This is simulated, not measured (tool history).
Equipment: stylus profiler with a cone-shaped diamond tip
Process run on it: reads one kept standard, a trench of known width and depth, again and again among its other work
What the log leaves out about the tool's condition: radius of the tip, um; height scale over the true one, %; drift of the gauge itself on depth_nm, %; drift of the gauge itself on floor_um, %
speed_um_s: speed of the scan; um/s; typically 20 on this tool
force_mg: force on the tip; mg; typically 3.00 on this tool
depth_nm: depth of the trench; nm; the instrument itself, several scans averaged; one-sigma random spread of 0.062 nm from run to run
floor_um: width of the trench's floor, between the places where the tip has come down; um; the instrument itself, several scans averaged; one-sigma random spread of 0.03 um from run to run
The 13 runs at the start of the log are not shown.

run	hour	speed_um_s	force_mg	scans with this tip	hours of work since the height scale was calibrated	depth_nm	floor_um
14	790.6	35	4.46	8070	480	204.79	45.62
# hour 797.6: height scale calibrated on a step standard
# hour 813.4: new tip fitted, height scale calibrated
15	851.3	17	4.46	85	17	205.17	47.10
16	921.7	20	3.00	242	47	203.85	47.04
# hour 947.7: height scale calibrated on a step standard, once more
17	983.2	8	3.00	378	15	203.84	47.11
18	1029.2	8	3.00	480	36	203.97	47.05
19	1091.9	57	3.00	620	63	203.88	46.89
20	1154.9	57	3.00	760	90	204.00	46.93
21	1219.9	57	3.00	905	119	203.92	46.81
22	1271.6	35	6.99	1020	141	206.92	46.91
23	1321.0	20	4.68	1130	163	205.21	46.87
24	1395.1	20	4.68	1295	195	205.22	46.83
25	1448.4	20	6.78	1414	219	206.78	46.84
26	1498.8	20	6.78	1526	241	206.67	46.80
27	1529.8	12	3.49	1595	254	204.30	46.81
28	1565.2	44	1.72	1674	270	202.62	46.73
29	1605.3	44	1.72	1764	287	202.59	46.63
30	1658.8	7	2.49	1883	311	203.43	46.76
31	1693.4	17	3.97	1960	326	204.54	46.68
32	1738.6	50	1.31	2060	345	202.06	46.62
33	1813.2	50	1.31	2227	378	201.93	46.52
34	1882.7	50	1.31	2381	408	201.96	46.52

Alternative continuations, all from the tool just after run 34; predict every row:
A	1944.6	77	1.97	2519	435	?	?
B	1944.6	54	6.97	2519	435	?	?
C	1944.6	35	3.04	2519	435	?	?
D	1944.6	13	1.88	2519	435	?	?
E	1944.6	10	1.43	2519	435	?	?

run	depth_nm	floor_um
A	202.68	46.46
B	206.60	46.57
C	203.71	46.61
D	202.61	46.63
E	202.10	46.61
Without the tool's hidden state the same runs would have given:
run	depth_nm	floor_um
A	202.97	47.02
B	206.90	47.13
C	204.01	47.17
D	202.91	47.18
E	202.39	47.17

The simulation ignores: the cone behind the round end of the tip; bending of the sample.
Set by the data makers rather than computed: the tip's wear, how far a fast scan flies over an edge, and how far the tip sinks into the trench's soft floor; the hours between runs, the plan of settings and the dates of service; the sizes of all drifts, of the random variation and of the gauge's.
